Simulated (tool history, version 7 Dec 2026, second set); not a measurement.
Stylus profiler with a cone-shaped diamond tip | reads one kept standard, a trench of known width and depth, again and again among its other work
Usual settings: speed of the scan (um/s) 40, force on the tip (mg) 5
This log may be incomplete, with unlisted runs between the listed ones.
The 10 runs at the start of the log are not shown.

| run | hour | speed of the scan (um/s) | force on the tip (mg) | scans with this tip | hours of work since the height scale was calibrated | depth of the trench (Å) | width of the trench's floor (um) |
|---|---|---|---|---|---|---|---|
| 11 | 148.3 | 40 | 5 | 5607 | 391 | 10145.9 | 22.28 |
| 12 | 168.4 | 49 | 5 | 5813 | 405 | 10147.5 | 22.12 |
| 13 | 181.9 | 40 | 3.11 | 5951 | 415 | 10105.3 | 22.2 |
| 14 | 192.6 | 40 | 3.11 | 6061 | 422 | 10106.8 | 22.11 |
| 15 | 204.6 | 40 | 3.11 | 6183 | 431 | 10108.8 | 22.1 |
| 16 | 221.5 | 32 | 1.97 | 6357 | 443 | 10079 | 21.97 |
| 17 | 236.6 | 40 | 2.53 | 6512 | 454 | 10095.6 | 21.98 |
| 18 | 248.1 | 151 | 2.19 | 6630 | 462 | 10091.1 | 21.33 |
| 19 | 264.4 | 30 | 5 | 6797 | 474 | 10147.5 | 22.01 |
| 20 | 285.8 | 30 | 5 | 7015 | 489 | 10148.7 | 21.93 |
| 21 | 305.4 | 129 | 4.98 | 7216 | 503 | 10147 | 21.58 |
| 22 | 315.5 | 129 | 4.98 | 7319 | 510 | 10145.1 | 21.55 |
| 23 | 326.4 | 100 | 3.06 | 7431 | 518 | 10110.4 | 21.55 |
| 24 | 338.3 | 47 | 11.69 | 7554 | 526 | 10254.7 | 21.77 |
| 25 | 350 | 47 | 11.69 | 7674 | 535 | 10254.6 | 21.73 |
| 26 | 366 | 47 | 11.69 | 7837 | 546 | 10252.8 | 21.77 |
| 27 | 387.5 | 106 | 6.62 | 8058 | 561 | 10178 | 21.5 |
| 28 | 398.2 | 13 | 2.66 | 8167 | 569 | 10097 | 21.67 |
| 29 | 415.6 | 29 | 14.63 | 8345 | 582 | 10295 | 21.65 |
| 30 | 431.9 | 27 | 5.12 | 8512 | 593 | 10150.3 | 21.59 |

Predict each of these 3 candidate next runs independently; none follows another, all start after run 30:
| A | 452.1 | 40 | 12.75 | 8719 | 608 | ? | ? |
| B | 452.1 | 54 | 3.22 | 8719 | 608 | ? | ? |
| C | 452.1 | 145 | 2.32 | 8719 | 608 | ? | ? |

| run | depth of the trench (Å) | width of the trench's floor (um) |
|---|---|---|
| A | 10270.1 | 21.59 |
| B | 10112.6 | 21.38 |
| C | 10094.6 | 20.97 |
With no hidden state in the tool, these same runs would have given:
| run | depth of the trench (Å) | width of the trench's floor (um) |
|---|---|---|
| A | 10259 | 23.94 |
| B | 10101.7 | 23.72 |
| C | 10083.8 | 23.32 |
